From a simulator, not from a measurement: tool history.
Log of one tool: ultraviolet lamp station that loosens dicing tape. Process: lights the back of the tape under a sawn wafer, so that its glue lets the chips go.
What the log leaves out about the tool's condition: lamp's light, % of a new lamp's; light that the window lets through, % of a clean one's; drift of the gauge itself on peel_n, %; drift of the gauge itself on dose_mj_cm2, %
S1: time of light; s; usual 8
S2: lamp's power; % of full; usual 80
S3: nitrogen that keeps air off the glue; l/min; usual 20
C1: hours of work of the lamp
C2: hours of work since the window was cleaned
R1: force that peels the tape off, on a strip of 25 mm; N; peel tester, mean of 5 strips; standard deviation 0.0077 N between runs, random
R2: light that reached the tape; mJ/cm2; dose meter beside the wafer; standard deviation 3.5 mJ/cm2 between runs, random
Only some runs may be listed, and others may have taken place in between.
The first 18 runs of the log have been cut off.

| run | hour | S1 | S2 | S3 | C1 | C2 | R1 | R2 |
|---|---|---|---|---|---|---|---|---|
| 19 | 135.4 | 8 | 68 | 20 | 193 | 40 | 0.480 | 428 |
| 20 | 141.5 | 8 | 80 | 20 | 197 | 44 | 0.349 | 500 |
| 21 | 152.2 | 8 | 80 | 20 | 205 | 52 | 0.339 | 490 |
| 22 | 158.7 | 10 | 100 | 22 | 209 | 56 | 0.209 | 769 |
| 23 | 167.8 | 10 | 100 | 22 | 216 | 63 | 0.224 | 761 |
| 24 | 175.8 | 8 | 91 | 7 | 221 | 68 | 0.556 | 557 |
| 25 | 181.5 | 8 | 87 | 6 | 225 | 72 | 0.689 | 525 |
| 26 | 190.9 | 8 | 87 | 6 | 232 | 79 | 0.732 | 521 |
| 27 | 197.7 | 14 | 89 | 6 | 236 | 84 | 0.258 | 941 |
| 28 | 206.6 | 12 | 62 | 20 | 243 | 90 | 0.302 | 560 |
| 29 | 212.7 | 7 | 76 | 6 | 247 | 94 | 1.275 | 399 |
| 30 | 220.2 | 8 | 80 | 6 | 252 | 99 | 0.862 | 477 |
| 31 | 229.0 | 15 | 96 | 39 | 258 | 105 | 0.205 | 1064 |
| 32 | 233.9 | 6 | 96 | 32 | 262 | 109 | 0.388 | 423 |
| 33 | 238.4 | 11 | 72 | 20 | 265 | 112 | 0.273 | 583 |
| 34 | 246.0 | 11 | 72 | 17 | 270 | 117 | 0.302 | 589 |
| 35 | 252.2 | 11 | 76 | 17 | 274 | 121 | 0.285 | 608 |
| 36 | 260.9 | 6 | 80 | 20 | 280 | 127 | 0.766 | 345 |
| 37 | 268.9 | 14 | 69 | 29 | 286 | 133 | 0.216 | 697 |
| 38 | 276.7 | 11 | 79 | 13 | 291 | 138 | 0.311 | 624 |
| 39 | 281.5 | 11 | 79 | 13 | 295 | 142 | 0.328 | 623 |

Run 40 is up next; what results do you expect?
| 40 | 287.6 | 6 | 75 | 23 | 299 | 146 | ? | ? |

R1: 0.838 N
R2: 325 mJ/cm2
On a tool with no hidden condition, and with the same random variation, this run would have come out at R1 0.533 N, R2 401 mJ/cm2.
